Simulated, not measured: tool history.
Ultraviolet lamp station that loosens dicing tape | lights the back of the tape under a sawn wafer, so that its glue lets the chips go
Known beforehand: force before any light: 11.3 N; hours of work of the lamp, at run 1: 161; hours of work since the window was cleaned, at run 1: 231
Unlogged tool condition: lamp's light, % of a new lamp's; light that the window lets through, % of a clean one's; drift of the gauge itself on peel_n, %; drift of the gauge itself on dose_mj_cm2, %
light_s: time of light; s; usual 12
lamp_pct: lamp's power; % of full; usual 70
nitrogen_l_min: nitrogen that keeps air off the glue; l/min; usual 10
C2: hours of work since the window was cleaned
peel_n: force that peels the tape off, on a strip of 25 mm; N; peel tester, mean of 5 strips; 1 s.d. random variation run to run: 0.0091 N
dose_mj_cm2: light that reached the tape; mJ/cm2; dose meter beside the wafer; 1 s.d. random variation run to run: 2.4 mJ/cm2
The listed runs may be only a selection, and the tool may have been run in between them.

run 1 day=0 | light_s=12 lamp_pct=70 nitrogen_l_min=10 | hours_of_work_of_the_lamp=161 C2=231 | peel_n=0.47 dose_mj_cm2=242
run 2 day=0.388 | light_s=12 lamp_pct=70 nitrogen_l_min=10 | hours_of_work_of_the_lamp=168 C2=238 | peel_n=0.47 dose_mj_cm2=234
run 3 day=0.825 | light_s=12 lamp_pct=70 nitrogen_l_min=10 | hours_of_work_of_the_lamp=177 C2=246 | peel_n=0.475 dose_mj_cm2=238
run 4 day=1.088 | light_s=12 lamp_pct=70 nitrogen_l_min=10 | hours_of_work_of_the_lamp=181 C2=251 | peel_n=0.484 dose_mj_cm2=242
run 5 day=1.392 | light_s=12 lamp_pct=70 nitrogen_l_min=18 | hours_of_work_of_the_lamp=187 C2=257 | peel_n=0.37 dose_mj_cm2=237
run 6 day=1.733 | light_s=12 lamp_pct=98 nitrogen_l_min=18 | hours_of_work_of_the_lamp=193 C2=263 | peel_n=0.266 dose_mj_cm2=332
run 7 day=2.196 | light_s=12 lamp_pct=98 nitrogen_l_min=18 | hours_of_work_of_the_lamp=202 C2=272 | peel_n=0.269 dose_mj_cm2=327
run 8 day=2.45 | light_s=12 lamp_pct=73 nitrogen_l_min=10 | hours_of_work_of_the_lamp=207 C2=276 | peel_n=0.464 dose_mj_cm2=247
run 9 day=2.871 | light_s=12 lamp_pct=83 nitrogen_l_min=10 | hours_of_work_of_the_lamp=215 C2=284 | peel_n=0.346 dose_mj_cm2=269
run 10 day=3.258 | light_s=18 lamp_pct=70 nitrogen_l_min=10 | hours_of_work_of_the_lamp=222 C2=291 | peel_n=0.268 dose_mj_cm2=345
run 11 day=3.554 | light_s=18 lamp_pct=77 nitrogen_l_min=10 | hours_of_work_of_the_lamp=227 C2=297 | peel_n=0.264 dose_mj_cm2=378
run 12 day=3.962 | light_s=18 lamp_pct=77 nitrogen_l_min=10 | hours_of_work_of_the_lamp=235 C2=305 | peel_n=0.258 dose_mj_cm2=378
run 13 day=4.417 | light_s=18 lamp_pct=77 nitrogen_l_min=10 | hours_of_work_of_the_lamp=243 C2=313 | peel_n=0.266 dose_mj_cm2=378
run 14 day=4.733 | light_s=18 lamp_pct=77 nitrogen_l_min=10 | hours_of_work_of_the_lamp=249 C2=319 | peel_n=0.273 dose_mj_cm2=376
run 15 day=4.933 | light_s=24 lamp_pct=77 nitrogen_l_min=10 | hours_of_work_of_the_lamp=253 C2=323 | peel_n=0.248 dose_mj_cm2=495
run 16 day=5.362 | light_s=24 lamp_pct=77 nitrogen_l_min=10 | hours_of_work_of_the_lamp=261 C2=331 | peel_n=0.245 dose_mj_cm2=493
run 17 day=5.746 | light_s=24 lamp_pct=77 nitrogen_l_min=10 | hours_of_work_of_the_lamp=268 C2=338 | peel_n=0.23 dose_mj_cm2=494
run 18 day=5.983 | light_s=12 lamp_pct=70 nitrogen_l_min=5 | hours_of_work_of_the_lamp=273 C2=342 | peel_n=0.869 dose_mj_cm2=226
run 19 day=6.2 | light_s=10 lamp_pct=70 nitrogen_l_min=5 | hours_of_work_of_the_lamp=277 C2=346 | peel_n=1.272 dose_mj_cm2=186
run 20 day=6.483 | light_s=16 lamp_pct=70 nitrogen_l_min=10 | hours_of_work_of_the_lamp=282 C2=352 | peel_n=0.33 dose_mj_cm2=297
run 21 day=6.717 | light_s=16 lamp_pct=70 nitrogen_l_min=10 | hours_of_work_of_the_lamp=286 C2=356 | peel_n=0.321 dose_mj_cm2=296
run 22 day=7.029 | light_s=16 lamp_pct=61 nitrogen_l_min=10 | hours_of_work_of_the_lamp=292 C2=362 | peel_n=0.402 dose_mj_cm2=255
run 23 day=7.467 | light_s=9 lamp_pct=66 nitrogen_l_min=10 | hours_of_work_of_the_lamp=300 C2=370 | peel_n=1.108 dose_mj_cm2=148
run 24 day=7.917 | light_s=19 lamp_pct=70 nitrogen_l_min=10 | hours_of_work_of_the_lamp=309 C2=378 | peel_n=0.284 dose_mj_cm2=346
run 25 day=8.225 | light_s=23 lamp_pct=67 nitrogen_l_min=10 | hours_of_work_of_the_lamp=314 C2=384 | peel_n=0.256 dose_mj_cm2=408
run 26 day=8.492 | light_s=23 lamp_pct=67 nitrogen_l_min=10 | hours_of_work_of_the_lamp=319 C2=389 | peel_n=0.251 dose_mj_cm2=400
run 27 day=8.812 | light_s=13 lamp_pct=88 nitrogen_l_min=10 | hours_of_work_of_the_lamp=325 C2=395 | peel_n=0.323 dose_mj_cm2=294
run 28 day=9.046 | light_s=13 lamp_pct=88 nitrogen_l_min=10 | hours_of_work_of_the_lamp=330 C2=399 | peel_n=0.308 dose_mj_cm2=297
run 29 day=9.267 | light_s=13 lamp_pct=88 nitrogen_l_min=3 | hours_of_work_of_the_lamp=334 C2=403 | peel_n=0.702 dose_mj_cm2=294
run 30 day=9.725 | light_s=7 lamp_pct=85 nitrogen_l_min=4 | hours_of_work_of_the_lamp=342 C2=412 | peel_n=2.071 dose_mj_cm2=151
run 31 day=10.175 | light_s=7 lamp_pct=85 nitrogen_l_min=4 | hours_of_work_of_the_lamp=351 C2=420 | peel_n=2.076 dose_mj_cm2=152
run 32 day=10.638 | light_s=7 lamp_pct=85 nitrogen_l_min=4 | hours_of_work_of_the_lamp=359 C2=429 | peel_n=2.044 dose_mj_cm2=150
run 33 day=11.071 | light_s=8 lamp_pct=62 nitrogen_l_min=10 | hours_of_work_of_the_lamp=368 C2=437 | peel_n=1.678 dose_mj_cm2=126
run 34 day=11.467 | light_s=8 lamp_pct=62 nitrogen_l_min=10 | hours_of_work_of_the_lamp=375 C2=444 | peel_n=1.654 dose_mj_cm2=122
run 35 day=11.658 | light_s=9 lamp_pct=79 nitrogen_l_min=4 | hours_of_work_of_the_lamp=379 C2=448 | peel_n=1.546 dose_mj_cm2=176
run 36 day=12.054 | light_s=9 lamp_pct=99 nitrogen_l_min=4 | hours_of_work_of_the_lamp=386 C2=455 | peel_n=1.02 dose_mj_cm2=225
run 37 day=12.421 | light_s=7 lamp_pct=94 nitrogen_l_min=10 | hours_of_work_of_the_lamp=393 C2=462 | peel_n=1.018 dose_mj_cm2=163
run 38 day=12.833 | light_s=13 lamp_pct=64 nitrogen_l_min=14 | hours_of_work_of_the_lamp=400 C2=470 | peel_n=0.517 dose_mj_cm2=201
run 39 day=13.258 | light_s=8 lamp_pct=79 nitrogen_l_min=13 | hours_of_work_of_the_lamp=408 C2=478 | peel_n=0.966 dose_mj_cm2=151
run 40 day=13.504 | light_s=8 lamp_pct=83 nitrogen_l_min=13 | hours_of_work_of_the_lamp=413 C2=482 | peel_n=0.854 dose_mj_cm2=160
run 41 day=13.692 | light_s=8 lamp_pct=83 nitrogen_l_min=7 | hours_of_work_of_the_lamp=416 C2=486 | peel_n=1.304 dose_mj_cm2=164
run 42 day=13.958 | light_s=8 lamp_pct=83 nitrogen_l_min=7 | hours_of_work_of_the_lamp=421 C2=491 | peel_n=1.288 dose_mj_cm2=164
run 43 day=14.254 | light_s=8 lamp_pct=83 nitrogen_l_min=7 | hours_of_work_of_the_lamp=427 C2=496 | peel_n=1.29 dose_mj_cm2=163
run 44 day=14.458 | light_s=7 lamp_pct=83 nitrogen_l_min=7 | hours_of_work_of_the_lamp=431 C2=500 | peel_n=1.731 dose_mj_cm2=142

3 options for the next run, each taken on its own from the tool as it stands now. Forecast them:
run A day=14.912 | light_s=18 lamp_pct=83 nitrogen_l_min=17 | hours_of_work_of_the_lamp=439 C2=509 | peel_n=? dose_mj_cm2=?
run B day=14.912 | light_s=6 lamp_pct=70 nitrogen_l_min=10 | hours_of_work_of_the_lamp=439 C2=509 | peel_n=? dose_mj_cm2=?
run C day=14.912 | light_s=11 lamp_pct=69 nitrogen_l_min=10 | hours_of_work_of_the_lamp=439 C2=509 | peel_n=? dose_mj_cm2=?

run=A peel_n=0.245 dose_mj_cm2=361
run=B peel_n=2.36 dose_mj_cm2=100
run=C peel_n=0.787 dose_mj_cm2=183
With the hidden condition removed and each run's random variation left untouched, the same runs would have given:
run=A peel_n=0.234 dose_mj_cm2=473
run=B peel_n=1.501 dose_mj_cm2=132
run=C peel_n=0.452 dose_mj_cm2=241

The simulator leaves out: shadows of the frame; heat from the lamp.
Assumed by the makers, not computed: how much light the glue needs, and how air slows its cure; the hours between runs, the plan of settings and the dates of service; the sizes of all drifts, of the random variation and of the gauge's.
